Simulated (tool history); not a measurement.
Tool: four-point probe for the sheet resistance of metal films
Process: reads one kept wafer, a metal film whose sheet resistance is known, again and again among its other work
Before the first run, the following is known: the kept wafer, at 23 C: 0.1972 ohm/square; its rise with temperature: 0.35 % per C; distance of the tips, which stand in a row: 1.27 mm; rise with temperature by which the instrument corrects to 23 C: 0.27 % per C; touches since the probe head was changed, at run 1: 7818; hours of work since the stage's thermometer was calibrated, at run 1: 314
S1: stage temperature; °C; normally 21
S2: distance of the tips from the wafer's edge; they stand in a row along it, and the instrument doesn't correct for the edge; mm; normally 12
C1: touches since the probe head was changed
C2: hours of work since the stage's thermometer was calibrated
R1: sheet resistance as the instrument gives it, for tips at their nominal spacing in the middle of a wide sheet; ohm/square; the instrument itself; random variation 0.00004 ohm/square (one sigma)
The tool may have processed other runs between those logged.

run,hour,S1,S2,C1,C2,R1
1,0.0,21,12,7818,314,0.198059
2,8.2,21,23,8285,320,0.197208
3,24.9,21,23,9240,331,0.197210
4,38.5,21,23,10017,340,0.197227
5,55.2,35,12,10970,351,0.200224
6,63.1,21,12,11417,356,0.198020
7,75.5,21,12,12129,364,0.198076
8,89.2,21,12,12910,373,0.198114
9,102.3,32,4,13657,382,0.208791
10,115.2,31,12,14393,390,0.199629
11,125.2,21,9,14961,397,0.198958
12,141.3,21,9,15879,407,0.199028
13,154.5,26,25,16637,416,0.197893
14,169.4,26,4,17487,426,0.207757

Predict each of these 5 candidate next runs independently; none follows another, all start after run 14:
A,182.8,33,42,18247,434,?
B,182.8,34,21,18247,434,?
C,182.8,26,3,18247,434,?
D,182.8,22,7,18247,434,?
E,182.8,26,21,18247,434,?

run,R1
A,0.198818
B,0.199284
C,0.214888
D,0.200525
E,0.198014
Without the tool's unlogged condition, the same runs would have read:
run,R1
A,0.198821
B,0.199287
C,0.214892
D,0.200528
E,0.198017
